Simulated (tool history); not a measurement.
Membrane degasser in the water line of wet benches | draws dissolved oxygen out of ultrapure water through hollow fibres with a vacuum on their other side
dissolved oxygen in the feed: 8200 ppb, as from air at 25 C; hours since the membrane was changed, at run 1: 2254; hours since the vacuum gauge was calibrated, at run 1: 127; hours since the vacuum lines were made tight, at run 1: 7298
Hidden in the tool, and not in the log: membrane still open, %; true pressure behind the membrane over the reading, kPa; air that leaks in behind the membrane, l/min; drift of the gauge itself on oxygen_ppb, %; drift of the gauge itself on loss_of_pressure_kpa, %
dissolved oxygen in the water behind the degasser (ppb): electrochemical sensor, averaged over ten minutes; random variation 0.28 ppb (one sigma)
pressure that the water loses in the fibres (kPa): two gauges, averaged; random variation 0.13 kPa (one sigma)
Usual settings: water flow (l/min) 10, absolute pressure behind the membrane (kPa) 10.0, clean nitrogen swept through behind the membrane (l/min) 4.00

run	hour	water flow (l/min)	absolute pressure behind the membrane (kPa)	clean nitrogen swept through behind the membrane (l/min)	hours since the membrane was changed	hours since the vacuum gauge was calibrated	hours since the vacuum lines were made tight	dissolved oxygen in the water behind the degasser (ppb)	pressure that the water loses in the fibres (kPa)
1	0.0	10	10.0	4.00	2254	127	7298	47.1	26.65
2	66.4	10	10.0	4.00	2321	193	7364	47.6	26.62
3	129.1	10	10.0	4.00	2383	256	7427	47.9	26.59
4	178.5	10	10.0	4.00	2433	305	7477	47.9	26.74
5	235.7	16	10.0	4.00	2490	362	7534	92.9	42.67
6	274.5	16	10.0	4.00	2529	401	7573	94.1	42.48
7	355.6	10	10.0	3.77	2610	482	7654	50.1	26.78
8	396.3	10	10.0	3.77	2651	523	7694	50.3	26.60
9	450.1	10	10.0	2.11	2704	577	7748	85.3	26.55
10	515.3	10	10.0	5.47	2770	642	7813	35.9	26.75
11	588.2	10	10.0	4.00	2843	715	7886	47.7	26.68
12	626.4	10	10.0	4.00	2881	753	7924	47.7	26.89
13	682.3	10	10.0	4.00	2937	809	7980	48.1	26.51
14	764.8	10	10.0	4.00	3019	891	8063	47.7	26.85
15	832.8	10	10.0	4.00	3087	959	8131	47.6	26.61
16	909.6	10	10.0	4.00	3164	1036	8208	47.6	26.83
17	985.9	10	10.0	4.00	3240	1112	8284	48.2	26.72
18	1063.3	10	10.0	4.00	3318	1190	8361	47.9	26.69
19	1125.2	10	10.0	4.00	3380	1252	8423	48.0	26.85
20	1203.2	8	10.2	2.16	3458	1330	8501	68.5	21.58
21	1271.8	8	10.2	2.16	3526	1398	8570	68.9	21.41
22	1325.6	10	6.8	11.71	3580	1452	8624	12.2	26.73
23	1383.8	10	8.6	5.20	3638	1510	8682	31.7	26.92
24	1468.3	10	6.9	10.65	3723	1595	8766	13.5	26.81
25	1522.3	10	10.0	4.19	3777	1649	8820	46.6	26.93
26	1589.3	10	10.0	4.19	3844	1716	8887	46.2	26.77
27	1660.1	10	14.3	4.00	3914	1787	8958	75.9	26.81
28	1699.4	13	16.9	4.00	3954	1826	8998	126.4	34.95
29	1741.7	13	16.9	4.00	3996	1868	9040	124.7	35.09
30	1823.2	8	7.5	4.00	4078	1950	9121	24.3	21.54
31	1859.0	9	18.8	1.71	4113	1985	9157	207.7	23.96
32	1899.4	10	6.5	2.59	4154	2026	9197	37.2	26.79
# hour 1929.1: seals of the vacuum lines changed
33	1963.7	10	6.5	2.59	4216	2088	35	36.1	26.89

Hidden state or all else? Some run-to-run changes of dissolved oxygen in the water behind the degasser (ppb), split into what the settings, what came in and random variation would give without the hidden state, and what is left for the hidden state (with any gauge scatter that isn't in both results):
Run 29 -> 30: water flow (l/min) 13 -> 8, absolute pressure behind the membrane (kPa) 16.9 -> 7.5. dissolved oxygen in the water behind the degasser (ppb) -100.4: hidden state -3.7, all else -96.7.
Run 30 -> 31: water flow (l/min) 8 -> 9, absolute pressure behind the membrane (kPa) 7.5 -> 18.8, clean nitrogen swept through behind the membrane (l/min) 4.00 -> 1.71. dissolved oxygen in the water behind the degasser (ppb) +183.4: hidden state +8.1, all else +175.3.
Run 31 -> 32: water flow (l/min) 9 -> 10, absolute pressure behind the membrane (kPa) 18.8 -> 6.5, clean nitrogen swept through behind the membrane (l/min) 1.71 -> 2.59. dissolved oxygen in the water behind the degasser (ppb) -170.5: hidden state -7.3, all else -163.2.

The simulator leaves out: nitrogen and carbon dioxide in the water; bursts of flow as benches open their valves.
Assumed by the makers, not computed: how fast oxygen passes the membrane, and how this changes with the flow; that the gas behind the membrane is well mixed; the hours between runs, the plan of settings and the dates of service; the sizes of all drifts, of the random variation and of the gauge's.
